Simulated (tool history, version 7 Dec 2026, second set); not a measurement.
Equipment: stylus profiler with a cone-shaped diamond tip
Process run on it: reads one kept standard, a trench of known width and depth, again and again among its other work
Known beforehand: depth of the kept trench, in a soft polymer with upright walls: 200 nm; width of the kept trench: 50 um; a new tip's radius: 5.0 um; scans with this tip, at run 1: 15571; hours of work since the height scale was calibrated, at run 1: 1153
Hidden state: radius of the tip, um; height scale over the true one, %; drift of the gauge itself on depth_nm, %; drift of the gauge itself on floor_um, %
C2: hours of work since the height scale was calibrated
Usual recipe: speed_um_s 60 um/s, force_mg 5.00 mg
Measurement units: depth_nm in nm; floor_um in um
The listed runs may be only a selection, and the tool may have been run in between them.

run 1 day=0.000 | speed_um_s=60 force_mg=5.00 | scans_with_this_tip=15571 C2=1153 | depth_nm=203.59 floor_um=45.97
run 2 day=2.029 | speed_um_s=60 force_mg=5.00 | scans_with_this_tip=15960 C2=1181 | depth_nm=203.55 floor_um=45.98
run 3 day=5.212 | speed_um_s=60 force_mg=5.00 | scans_with_this_tip=16570 C2=1227 | depth_nm=203.47 floor_um=45.93
run 4 day=8.871 | speed_um_s=60 force_mg=5.00 | scans_with_this_tip=17273 C2=1279 | depth_nm=203.48 floor_um=45.91
run 5 day=12.246 | speed_um_s=60 force_mg=5.00 | scans_with_this_tip=17920 C2=1327 | depth_nm=203.33 floor_um=45.80
run 6 day=13.725 | speed_um_s=60 force_mg=5.00 | scans_with_this_tip=18204 C2=1348 | depth_nm=203.41 floor_um=45.82
run 7 day=16.000 | speed_um_s=60 force_mg=5.00 | scans_with_this_tip=18640 C2=1380 | depth_nm=203.05 floor_um=45.76
run 8 day=17.867 | speed_um_s=24 force_mg=5.00 | scans_with_this_tip=18999 C2=1406 | depth_nm=203.36 floor_um=45.85
run 9 day=21.217 | speed_um_s=24 force_mg=5.00 | scans_with_this_tip=19641 C2=1454 | depth_nm=203.35 floor_um=45.82
run 10 day=23.867 | speed_um_s=21 force_mg=5.00 | scans_with_this_tip=20150 C2=1492 | depth_nm=203.17 floor_um=45.78
-- day=24.783 height scale calibrated on a step standard
run 11 day=27.550 | speed_um_s=21 force_mg=5.00 | scans_with_this_tip=20852 C2=39 | depth_nm=204.61 floor_um=45.79
run 12 day=30.662 | speed_um_s=64 force_mg=5.00 | scans_with_this_tip=21450 C2=84 | depth_nm=204.60 floor_um=45.59
run 13 day=33.067 | speed_um_s=60 force_mg=4.15 | scans_with_this_tip=21911 C2=118 | depth_nm=203.97 floor_um=45.57
run 14 day=36.558 | speed_um_s=60 force_mg=5.00 | scans_with_this_tip=22580 C2=167 | depth_nm=204.54 floor_um=45.60
run 15 day=38.783 | speed_um_s=60 force_mg=5.00 | scans_with_this_tip=23007 C2=199 | depth_nm=204.68 floor_um=45.53
run 16 day=40.725 | speed_um_s=60 force_mg=5.00 | scans_with_this_tip=23380 C2=226 | depth_nm=204.39 floor_um=45.54
run 17 day=42.867 | speed_um_s=60 force_mg=5.00 | scans_with_this_tip=23791 C2=257 | depth_nm=204.44 floor_um=45.51
run 18 day=45.396 | speed_um_s=60 force_mg=5.00 | scans_with_this_tip=24276 C2=293 | depth_nm=204.37 floor_um=45.48
run 19 day=47.712 | speed_um_s=15 force_mg=3.16 | scans_with_this_tip=24721 C2=326 | depth_nm=203.26 floor_um=45.55
run 20 day=50.738 | speed_um_s=15 force_mg=3.16 | scans_with_this_tip=25301 C2=369 | depth_nm=203.33 floor_um=45.51
run 21 day=54.325 | speed_um_s=180 force_mg=13.88 | scans_with_this_tip=25989 C2=420 | depth_nm=208.80 floor_um=45.19
run 22 day=57.233 | speed_um_s=216 force_mg=4.93 | scans_with_this_tip=26547 C2=461 | depth_nm=204.27 floor_um=44.86
run 23 day=59.038 | speed_um_s=124 force_mg=2.16 | scans_with_this_tip=26893 C2=486 | depth_nm=202.40 floor_um=44.95
run 24 day=61.775 | speed_um_s=120 force_mg=1.74 | scans_with_this_tip=27419 C2=525 | depth_nm=201.93 floor_um=44.86
run 25 day=65.446 | speed_um_s=120 force_mg=2.10 | scans_with_this_tip=28122 C2=577 | depth_nm=202.14 floor_um=44.87
run 26 day=68.862 | speed_um_s=143 force_mg=5.00 | scans_with_this_tip=28778 C2=626 | depth_nm=204.08 floor_um=44.96
run 27 day=70.462 | speed_um_s=183 force_mg=7.53 | scans_with_this_tip=29085 C2=649 | depth_nm=205.63 floor_um=44.97
run 28 day=72.242 | speed_um_s=22 force_mg=2.61 | scans_with_this_tip=29427 C2=674 | depth_nm=202.69 floor_um=45.29
run 29 day=74.083 | speed_um_s=115 force_mg=14.83 | scans_with_this_tip=29780 C2=700 | depth_nm=209.02 floor_um=45.18
run 30 day=76.204 | speed_um_s=81 force_mg=5.00 | scans_with_this_tip=30187 C2=730 | depth_nm=204.11 floor_um=45.06
run 31 day=79.179 | speed_um_s=174 force_mg=3.90 | scans_with_this_tip=30757 C2=773 | depth_nm=203.20 floor_um=44.68
run 32 day=81.592 | speed_um_s=60 force_mg=3.64 | scans_with_this_tip=31221 C2=807 | depth_nm=203.32 floor_um=45.08
run 33 day=83.325 | speed_um_s=60 force_mg=3.64 | scans_with_this_tip=31552 C2=831 | depth_nm=203.14 floor_um=45.02
run 34 day=85.546 | speed_um_s=60 force_mg=3.64 | scans_with_this_tip=31979 C2=863 | depth_nm=203.12 floor_um=45.06
run 35 day=87.042 | speed_um_s=60 force_mg=3.64 | scans_with_this_tip=32266 C2=884 | depth_nm=202.94 floor_um=44.97
run 36 day=89.792 | speed_um_s=29 force_mg=12.56 | scans_with_this_tip=32794 C2=923 | depth_nm=207.71 floor_um=45.12

Below, some changes in depth_nm between adjacent runs. For each, the amount present without the hidden state too (settings, incoming material, random variation) and the amount remaining for the hidden state with gauge scatter not shared by both compared results:
Run 3 -> 4: no setting touched and nothing written in the log between the runs. depth_nm +0.01 nm: hidden state -0.05, all else +0.06.
Run 10 -> 11: height scale calibrated on a step standard. depth_nm +1.44 nm: hidden state +1.42, all else +0.02.
Run 20 -> 21: speed_um_s 15 -> 180, force_mg 3.16 -> 13.88. depth_nm +5.47 nm: hidden state -0.06, all else +5.53.
Run 28 -> 29: speed_um_s 22 -> 115, force_mg 2.61 -> 14.83. depth_nm +6.33 nm: hidden state -0.04, all else +6.37.
Run 29 -> 30: speed_um_s 115 -> 81, force_mg 14.83 -> 5.00. depth_nm -4.91 nm: hidden state -0.02, all else -4.89.
